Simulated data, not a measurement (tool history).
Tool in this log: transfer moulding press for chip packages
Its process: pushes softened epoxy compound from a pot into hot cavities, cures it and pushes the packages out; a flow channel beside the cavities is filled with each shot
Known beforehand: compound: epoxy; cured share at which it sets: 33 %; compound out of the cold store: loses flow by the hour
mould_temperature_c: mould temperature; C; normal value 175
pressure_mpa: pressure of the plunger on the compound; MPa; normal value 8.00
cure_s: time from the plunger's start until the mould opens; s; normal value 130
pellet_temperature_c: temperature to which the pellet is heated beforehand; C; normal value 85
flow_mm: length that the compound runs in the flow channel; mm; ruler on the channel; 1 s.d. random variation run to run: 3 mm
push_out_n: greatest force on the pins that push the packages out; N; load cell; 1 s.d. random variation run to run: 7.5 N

run   hour  mould_temperature_c  pressure_mpa  cure_s  pellet_temperature_c  incoming compound's hours out of the cold store  flow_mm  push_out_n
  1    0.0                  175          8.00     130                    85                                             17.3      672         363
  2   38.2                  175          8.00     130                    85                                             42.7      577         444
  3   78.5                  176          8.00     130                    85                                             30.7      617         489
      91.3  -- cavities cleaned with cleaning compound and waxed
  4  110.4                  175          8.00     130                    87                                             42.7      579         561
     116.5  -- plunger's sealing rings changed
  5  150.0                  175          8.00     130                    87                                             12.7      705         560
  6  169.2                  175          8.00     130                    87                                             40.6      600         548
  7  197.6                  168          8.00     130                    85                                             17.9      690         673
     209.0  -- cavities cleaned with cleaning compound and waxed
     219.8  -- cavities cleaned with cleaning compound and waxed, once more
  8  243.4                  175          8.00     130                    85                                             18.5      676         372
     252.3  -- mould's thermocouples calibrated
  9  276.5                  172          8.00     130                    85                                             13.0      702         519
 10  298.8                  175          8.00     143                    85                                             19.1      678         475
 11  321.3                  175          8.00     130                    85                                             31.4      625         502
     337.5  -- cavities cleaned with cleaning compound and waxed
 12  354.1                  175          8.00     130                    85                                             16.9      677         381
 13  372.6                  175          8.00     130                    85                                             44.7      577         399
 14  404.9                  175          6.54     130                    85                                             22.8      589         468
 15  430.1                  175          9.39     128                    85                                             45.0      621         496
     455.5  -- cavities cleaned with cleaning compound and waxed
 16  456.8                  175          9.62     134                    87                                             40.4      639         316
 17  495.7                  179          9.62     134                    93                                             45.7      617         418
     518.7  -- plunger's sealing rings changed
 18  524.0                  179          9.62     134                    93                                             21.4      727         437
 19  547.5                  167          6.32     134                    89                                             45.4      528         595
     574.8  -- cavities cleaned with cleaning compound and waxed
 20  589.2                  167          6.32     134                    89                                             41.0      538         444
 21  629.3                  173          8.06     141                    85                                              8.7      721         452
 22  669.3                  175          8.84     128                    85                                             37.1      636         501
     690.5  -- cavities cleaned with cleaning compound and waxed
 23  703.2                  175          8.84     128                    85                                             48.0      595         372

Run 24 comes next. What will it give?
 24  734.4                  176          8.00     130                    80                                             13.8        ?           ?

{"run 24": {"flow_mm": 686, "push_out_n": 428}}
Take away the tool's hidden state, keep the run-to-run variation as it was, and the same run would have given flow_mm 698 mm, push_out_n 316 N.
